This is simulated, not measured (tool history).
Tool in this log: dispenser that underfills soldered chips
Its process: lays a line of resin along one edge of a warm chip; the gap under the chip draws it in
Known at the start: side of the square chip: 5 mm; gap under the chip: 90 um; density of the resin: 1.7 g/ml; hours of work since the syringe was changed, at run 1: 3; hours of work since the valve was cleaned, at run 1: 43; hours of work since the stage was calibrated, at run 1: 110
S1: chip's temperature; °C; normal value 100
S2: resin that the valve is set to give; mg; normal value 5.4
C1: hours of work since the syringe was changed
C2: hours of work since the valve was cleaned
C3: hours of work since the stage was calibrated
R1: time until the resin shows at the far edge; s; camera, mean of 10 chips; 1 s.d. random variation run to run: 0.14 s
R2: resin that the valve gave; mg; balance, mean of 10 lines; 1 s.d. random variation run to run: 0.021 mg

| run | hour | S1 | S2 | C1 | C2 | C3 | R1 | R2 |
|---|---|---|---|---|---|---|---|---|
| 1 | 0 | 100 | 5.4 | 3 | 43 | 110 | 7 | 5.19 |
| 2 | 3.3 | 100 | 5.4 | 5 | 45 | 113 | 7.6 | 5.14 |
|  | 4.2 | new syringe of resin |
| 3 | 8.1 | 88 | 5.4 | 3 | 48 | 116 | 11.1 | 5.2 |
|  | 12.9 | new syringe of resin |
| 4 | 13.1 | 88 | 5.4 | 0 | 51 | 119 | 10.5 | 5.16 |
| 5 | 15.8 | 88 | 4.94 | 2 | 53 | 121 | 11.5 | 4.71 |
| 6 | 19.4 | 88 | 4.94 | 4 | 55 | 123 | 12.5 | 4.7 |
|  | 21.7 | new syringe of resin |
| 7 | 24.3 | 93 | 5.4 | 2 | 59 | 127 | 8.9 | 5.12 |
| 8 | 27.8 | 100 | 5.4 | 4 | 61 | 129 | 7.4 | 5.13 |
|  | 30.4 | new syringe of resin |
| 9 | 31.8 | 100 | 5.4 | 1 | 64 | 132 | 6.9 | 5.11 |
|  | 35.2 | dispensing valve cleaned and set on the balance |
| 10 | 35.8 | 113 | 5.4 | 3 | 0 | 134 | 4.6 | 5.45 |
|  | 40 | new syringe of resin |
| 11 | 40.5 | 113 | 5.4 | 0 | 3 | 137 | 3.9 | 5.38 |
| 12 | 42.5 | 111 | 5.4 | 2 | 5 | 138 | 4.5 | 5.4 |
| 13 | 47 | 100 | 6.64 | 5 | 8 | 141 | 7.4 | 6.6 |
|  | 48.9 | new syringe of resin |
| 14 | 49.7 | 100 | 5.79 | 1 | 10 | 143 | 6.6 | 5.73 |
| 15 | 53 | 100 | 5.79 | 3 | 12 | 145 | 7.1 | 5.71 |
| 16 | 57.1 | 100 | 5.79 | 6 | 15 | 148 | 7.6 | 5.74 |
|  | 57.8 | new syringe of resin |
| 17 | 60.1 | 100 | 5.4 | 2 | 17 | 150 | 7.1 | 5.35 |
| 18 | 62.2 | 100 | 4.76 | 3 | 18 | 151 | 7.5 | 4.67 |
| 19 | 65.8 | 108 | 5.4 | 6 | 20 | 154 | 6 | 5.28 |
|  | 66.4 | new syringe of resin |
| 20 | 69.7 | 99 | 5.83 | 2 | 23 | 156 | 7.1 | 5.72 |
| 21 | 74.5 | 99 | 5.83 | 6 | 26 | 159 | 8.1 | 5.71 |
|  | 75.2 | new syringe of resin |
| 22 | 78.3 | 90 | 5.3 | 2 | 29 | 162 | 10.3 | 5.13 |
| 23 | 82 | 90 | 5.3 | 5 | 31 | 164 | 11.1 | 5.13 |
|  | 83.8 | new syringe of resin |
| 24 | 85.5 | 90 | 5.3 | 1 | 33 | 166 | 10.2 | 5.16 |
| 25 | 90.3 | 99 | 4.76 | 4 | 37 | 170 | 8.2 | 4.64 |
|  | 92.4 | new syringe of resin |
| 26 | 94.6 | 108 | 5.46 | 2 | 39 | 173 | 4.9 | 5.3 |
| 27 | 97.7 | 109 | 5.46 | 4 | 42 | 175 | 5.1 | 5.22 |
| 28 | 100.5 | 109 | 5.46 | 6 | 43 | 177 | 5.5 | 5.27 |
|  | 101.3 | new syringe of resin |
| 29 | 103.9 | 95 | 5.17 | 2 | 46 | 179 | 8.5 | 4.94 |
| 30 | 108.4 | 97 | 6.73 | 5 | 49 | 182 | 7.9 | 6.45 |
|  | 110.1 | new syringe of resin |
| 31 | 113.1 | 101 | 5.9 | 2 | 52 | 185 | 6.5 | 5.63 |
| 32 | 116.9 | 86 | 5.54 | 5 | 54 | 187 | 12.9 | 5.26 |
|  | 118.8 | new syringe of resin |
| 33 | 121.4 | 88 | 6.51 | 2 | 57 | 190 | 11 | 6.13 |
| 34 | 125.4 | 88 | 6.51 | 5 | 60 | 193 | 12.1 | 6.17 |
|  | 127.5 | new syringe of resin |
| 35 | 129.1 | 88 | 6.51 | 1 | 62 | 195 | 10.6 | 6.15 |
| 36 | 132.3 | 88 | 6.51 | 3 | 64 | 198 | 11.3 | 6.12 |
|  | 134.6 | dispensing valve cleaned and set on the balance |
| 37 | 136.5 | 88 | 6.51 | 6 | 1 | 200 | 12 | 6.52 |

Consider 3 possible next runs. They are alternatives, not a sequence: every one starts from the tool as it was left by run 37. What does each give?
|  | 137 | new syringe of resin |
| A | 140.6 | 88 | 4.99 | 2 | 4 | 202 | ? | ? |
|  | 137 | new syringe of resin |
| B | 140.6 | 100 | 4.93 | 2 | 4 | 202 | ? | ? |
|  | 137 | new syringe of resin |
| C | 140.6 | 96 | 5.97 | 2 | 4 | 202 | ? | ? |

| run | R1 | R2 |
|---|---|---|
| A | 11.4 | 4.99 |
| B | 7.3 | 4.89 |
| C | 8.3 | 5.96 |
With no hidden state in the tool, these same runs would have given:
| run | R1 | R2 |
|---|---|---|
| A | 9.9 | 5.01 |
| B | 6.4 | 4.91 |
| C | 7.3 | 5.98 |
